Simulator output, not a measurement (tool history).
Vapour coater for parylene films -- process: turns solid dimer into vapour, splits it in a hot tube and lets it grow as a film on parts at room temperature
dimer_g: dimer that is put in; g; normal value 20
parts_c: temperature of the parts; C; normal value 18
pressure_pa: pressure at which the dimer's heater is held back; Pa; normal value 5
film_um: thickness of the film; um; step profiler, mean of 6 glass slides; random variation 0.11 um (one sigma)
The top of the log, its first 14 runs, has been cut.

run     day  dimer_g  parts_c  pressure_pa  film_um
 15   7.779       31       18            5    19.08
 16   8.421       20       25            5     9.62
 17   8.792        9       18            5     5.45
 18   9.275       10       18            5     6.01
 19     9.7       12       18            5     7.23
 20  10.192       12       18            5     7.14
 21  10.629       20       18            5    11.87
 22  11.083       20       18            5     11.8
 23  11.942       20       18            5    11.69
 24  12.554       20       18            5    11.73
 25  13.183       20       18            5    11.42

Forecast run 26:
     13.817  -- trap's valve overhauled
 26  14.1       20       18            5        ?

{"run 26": {"film_um": 13.03}}
On a tool with no hidden condition, and with the same random variation, this run would have come out at film_um 13.31 um.

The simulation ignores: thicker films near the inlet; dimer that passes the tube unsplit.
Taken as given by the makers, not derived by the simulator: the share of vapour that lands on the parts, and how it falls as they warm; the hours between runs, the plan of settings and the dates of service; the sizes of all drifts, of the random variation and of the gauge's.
